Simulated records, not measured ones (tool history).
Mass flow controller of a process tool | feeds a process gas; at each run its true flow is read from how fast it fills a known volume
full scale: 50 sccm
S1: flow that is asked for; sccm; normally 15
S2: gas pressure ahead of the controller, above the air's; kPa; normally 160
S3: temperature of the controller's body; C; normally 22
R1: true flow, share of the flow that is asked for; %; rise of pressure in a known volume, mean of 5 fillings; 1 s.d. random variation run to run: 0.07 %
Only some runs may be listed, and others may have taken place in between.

| run | hour | S1 | S2 | S3 | R1 |
|---|---|---|---|---|---|
| 1 | 0 | 15 | 160 | 22 | 100.29 |
| 2 | 188.4 | 15 | 160 | 22 | 100.44 |
| 3 | 364.6 | 15 | 160 | 22 | 100.54 |
| 4 | 569.8 | 15 | 160 | 22 | 100.54 |
| 5 | 655.9 | 15 | 160 | 22 | 100.63 |
| 6 | 840.4 | 15 | 160 | 22 | 100.69 |
| 7 | 1006.1 | 15 | 160 | 22 | 100.71 |
| 8 | 1216.5 | 15 | 160 | 22 | 100.97 |
| 9 | 1356.6 | 15 | 217 | 22 | 101.35 |
| 10 | 1546.5 | 15 | 217 | 22 | 101.39 |
| 11 | 1700.6 | 15 | 160 | 22 | 101.04 |
| 12 | 1880.7 | 15 | 160 | 22 | 101.1 |
| 13 | 2087.7 | 15 | 160 | 22 | 101.34 |
| 14 | 2224.2 | 15 | 160 | 22 | 101.41 |
| 15 | 2413.7 | 15 | 160 | 22 | 101.45 |
| 16 | 2564 | 15 | 160 | 22 | 101.45 |
| 17 | 2692.8 | 15 | 160 | 22 | 101.58 |
| 18 | 2836.7 | 15 | 160 | 27 | 102.14 |
| 19 | 2983 | 15 | 160 | 27 | 102.18 |
| 20 | 3069.5 | 15 | 241 | 27 | 102.85 |
| 21 | 3223.9 | 6 | 160 | 22 | 107.58 |
| 22 | 3418.6 | 47 | 235 | 22 | 100.04 |
| 23 | 3604.6 | 47 | 235 | 22 | 99.87 |
| 24 | 3799.7 | 30 | 227 | 25 | 100.71 |
| 25 | 3996.9 | 20 | 263 | 22 | 101.85 |
| 26 | 4125.3 | 10 | 160 | 23 | 104.56 |
|  | 4248.8 | controller's zero set anew |
| 27 | 4308.8 | 10 | 160 | 23 | 97.68 |
| 28 | 4472.3 | 10 | 160 | 23 | 97.8 |
| 29 | 4572.6 | 15 | 160 | 36 | 99.3 |
| 30 | 4697.5 | 39 | 273 | 30 | 99.48 |

Run 31 has not been measured yet. What should we expect?
| 31 | 4829.3 | 32 | 263 | 22 | ? |

{"run 31": {"R1": 98.7}}
Minus the tool's unlogged condition, the same run would have read R1 100.09 %.

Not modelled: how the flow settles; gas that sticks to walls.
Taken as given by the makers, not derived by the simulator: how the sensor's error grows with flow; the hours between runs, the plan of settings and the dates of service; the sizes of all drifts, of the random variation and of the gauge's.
